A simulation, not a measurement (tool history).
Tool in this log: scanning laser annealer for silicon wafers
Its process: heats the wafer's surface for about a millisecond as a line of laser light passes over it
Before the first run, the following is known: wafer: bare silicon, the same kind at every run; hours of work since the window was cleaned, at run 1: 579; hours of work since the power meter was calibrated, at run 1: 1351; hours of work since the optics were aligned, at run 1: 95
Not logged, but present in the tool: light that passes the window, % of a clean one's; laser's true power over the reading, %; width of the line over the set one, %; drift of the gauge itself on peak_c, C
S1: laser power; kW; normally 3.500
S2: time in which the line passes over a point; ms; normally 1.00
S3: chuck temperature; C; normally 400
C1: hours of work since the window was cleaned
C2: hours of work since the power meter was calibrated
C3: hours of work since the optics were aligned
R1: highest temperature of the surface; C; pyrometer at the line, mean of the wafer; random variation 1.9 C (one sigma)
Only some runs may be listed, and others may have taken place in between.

run	hour	S1	S2	S3	C1	C2	C3	R1
1	0.0	3.500	1.00	400	579	1351	95	1147
2	38.9	3.500	1.00	400	610	1381	126	1142
3	60.0	3.500	1.00	400	626	1398	142	1143
4	86.8	3.500	1.00	400	647	1419	164	1143
5	122.4	3.200	1.00	400	676	1448	192	1077
6	146.9	3.611	1.00	400	695	1467	211	1164
# hour 178.2: window over the wafer cleaned
7	182.0	3.611	0.92	400	3	1493	237	1165
8	200.2	3.788	1.00	400	17	1507	252	1234
9	230.8	3.788	1.00	400	42	1532	276	1234
10	270.6	3.788	1.00	400	73	1563	307	1232
11	311.3	3.788	1.00	400	105	1595	340	1229
12	341.2	3.788	1.00	400	129	1619	363	1227
13	374.0	3.788	1.00	382	155	1645	389	1208
14	413.4	3.139	1.00	382	186	1676	420	1066
15	438.0	3.500	1.00	400	206	1696	440	1162
16	480.4	3.500	1.00	397	239	1729	473	1155
17	510.7	3.500	1.00	400	263	1753	497	1158
18	533.1	3.500	1.00	400	281	1771	515	1157
19	566.1	3.500	0.71	400	307	1797	541	1045
20	607.6	3.500	1.00	379	340	1830	574	1135
# hour 615.3: optics aligned, line set to its width
21	635.9	3.754	1.02	435	358	1848	16	1248
22	654.4	3.555	1.19	435	373	1863	31	1263
23	682.9	3.413	0.82	423	395	1885	54	1093
24	723.8	3.340	1.00	438	428	1918	86	1153
# hour 749.4: optics aligned, line set to its width, once more
25	750.5	3.007	1.16	382	445	1935	1	1076
26	791.0	3.348	1.20	413	477	1967	33	1196
27	818.5	3.348	1.20	413	499	1989	55	1194
28	858.9	3.500	0.78	400	531	2021	87	1071
29	895.6	2.979	0.78	400	560	2050	116	966
30	932.0	2.979	0.78	400	589	2079	145	972
31	974.7	3.115	1.21	437	622	2112	178	1161
32	998.8	3.302	1.00	400	641	2131	197	1101
33	1030.6	3.649	1.00	400	667	2157	223	1170
34	1055.1	3.500	0.72	413	686	2176	242	1054
35	1084.9	3.219	0.81	402	710	2200	265	1021
# hour 1096.9: window over the wafer cleaned
36	1117.9	3.219	0.81	402	17	2224	290	1050
37	1143.4	3.219	0.81	402	37	2244	310	1047

What if the next run were any one of these 5? Each begins from the tool's condition after run 37:
A	1187.9	3.359	1.02	360	72	2279	345	?
B	1187.9	3.219	0.81	405	72	2279	345	?
C	1187.9	3.102	0.81	402	72	2279	345	?
D	1187.9	3.344	1.01	409	72	2279	345	?
E	1187.9	3.500	0.83	423	72	2279	345	?

run	R1
A	1105
B	1048
C	1025
D	1146
E	1128
The same runs, with their run-to-run variation unchanged, on a tool lacking any hidden condition would have given:
run	R1
A	1105
B	1048
C	1025
D	1146
E	1128

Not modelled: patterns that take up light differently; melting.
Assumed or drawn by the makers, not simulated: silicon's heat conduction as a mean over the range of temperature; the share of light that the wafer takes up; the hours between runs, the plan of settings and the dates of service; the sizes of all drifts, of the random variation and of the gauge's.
